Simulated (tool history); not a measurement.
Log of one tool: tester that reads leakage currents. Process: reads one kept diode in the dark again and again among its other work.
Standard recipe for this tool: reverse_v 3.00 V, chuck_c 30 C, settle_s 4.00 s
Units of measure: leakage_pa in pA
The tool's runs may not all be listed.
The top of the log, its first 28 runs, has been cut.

run    hour  reverse_v  chuck_c  settle_s  leakage_pa
 29  4232.3       8.09       23      0.67      149.22
 30  4348.2       8.09       23      0.67      147.71
 31  4437.1       8.09       23      0.67      146.82
 32  4637.3       8.09       23      0.67      145.06
 33  4778.3       2.63       29      1.26      128.74
 34  4926.1       1.13       29      0.68       87.72
 35  5114.5       7.49       36      0.88      325.03
 36  5235.1       1.42       28      4.00       88.01
     5319.9  -- tester calibrated
 37  5361.4       3.02       30      4.00      143.11
 38  5518.8       3.00       23      4.00       86.00
     5535.6  -- chuck's temperature calibrated
 39  5618.4      19.61       26      9.04      292.53

Alternative continuations, all from the tool just after run 39; predict every row:
  A  5706.1       4.29       40      0.37           ?
  B  5706.1       3.00       30      0.37           ?
  C  5706.1       3.00       30      0.60           ?
  D  5706.1       5.55       43      4.00           ?

run  leakage_pa
  A      365.16
  B      160.91
  C      160.25
  D      489.84
Without the tool's unlogged condition, the same runs would have read:
run  leakage_pa
  A      361.85
  B      157.55
  C      156.88
  D      485.76
